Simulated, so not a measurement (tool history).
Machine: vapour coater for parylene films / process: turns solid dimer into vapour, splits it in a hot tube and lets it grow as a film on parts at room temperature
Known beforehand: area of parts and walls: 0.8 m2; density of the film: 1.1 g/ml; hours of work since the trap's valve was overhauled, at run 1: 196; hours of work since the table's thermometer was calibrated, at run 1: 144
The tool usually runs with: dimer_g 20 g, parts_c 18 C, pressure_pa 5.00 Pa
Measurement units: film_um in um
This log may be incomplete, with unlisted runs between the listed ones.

run,hour,dimer_g,parts_c,pressure_pa,hours of work since the trap's valve was overhauled,hours of work since the table's thermometer was calibrated,film_um
1,0.0,20,18,5.00,196,144,13.85
2,39.1,20,18,5.00,229,177,13.87
3,65.1,20,18,2.24,251,199,14.36
4,110.5,20,18,2.24,290,237,14.24
5,143.8,20,18,2.24,318,266,14.28
6,186.3,22,18,2.24,354,302,15.45
7,225.7,22,18,2.24,388,335,15.33
8,252.0,22,18,2.24,410,357,15.28
# hour 282.9: trap's valve overhauled
9,286.1,20,17,5.00,3,383,15.30
10,323.6,20,17,2.55,35,415,15.87
11,358.2,20,18,5.00,64,444,14.64
12,393.9,20,18,5.00,94,474,14.49
13,436.4,20,18,5.00,130,510,14.55
14,482.7,20,18,5.00,169,550,14.23
15,525.2,20,14,5.00,206,586,16.28
16,557.0,20,18,5.00,232,613,14.12
17,597.5,20,18,5.00,267,647,14.13
18,622.4,20,18,5.00,288,668,13.99
# hour 627.2: table's thermometer calibrated
19,653.1,20,21,5.00,313,22,12.69
20,691.3,20,21,5.00,345,54,12.53
21,737.9,10,18,5.00,385,94,6.90
# hour 760.7: table's thermometer calibrated, once more
22,771.6,20,18,2.29,413,9,14.06
# hour 799.2: trap's valve overhauled
23,809.5,20,18,7.99,9,38,14.33
24,843.6,20,18,7.99,38,67,14.16
25,892.1,20,27,7.99,79,108,10.70
26,931.3,20,27,7.99,112,141,10.39
27,959.1,20,27,4.02,136,165,10.59
28,981.5,20,27,4.02,155,184,10.68
29,1010.4,20,27,4.02,179,208,10.55
30,1058.6,20,27,4.02,220,249,10.62
31,1099.5,27,23,2.47,255,284,16.34
32,1140.7,11,15,5.26,290,319,8.33
33,1172.4,20,18,3.27,317,346,13.91
34,1221.0,20,18,3.27,358,387,13.85
35,1244.2,20,18,3.27,377,407,13.60
36,1279.3,10,18,11.64,407,436,6.33
37,1304.3,10,18,11.64,428,458,6.25
# hour 1314.9: trap's valve overhauled
38,1348.1,10,18,11.64,28,491,7.01
39,1396.2,20,10,9.55,69,532,18.27
40,1426.5,20,10,9.55,95,558,18.16
41,1448.1,20,10,2.49,113,576,19.43
42,1483.4,20,10,2.49,143,606,19.26
43,1521.7,20,10,2.49,175,639,19.38
44,1553.9,20,10,2.49,203,666,19.08
45,1590.6,25,26,4.64,234,697,13.59
46,1632.9,25,26,4.64,270,733,13.44

Alternative continuations, all from the tool just after run 46; predict every row:
A,1660.5,10,23,7.19,293,756,?
B,1660.5,26,22,5.58,293,756,?
C,1660.5,10,18,2.04,293,756,?
D,1660.5,18,16,10.54,293,756,?
E,1660.5,35,26,2.56,293,756,?

run,film_um
A,5.83
B,15.52
C,7.25
D,12.68
E,19.34
Without the tool's hidden state the same runs would have given:
run,film_um
A,6.18
B,16.44
C,7.68
D,13.44
E,20.50
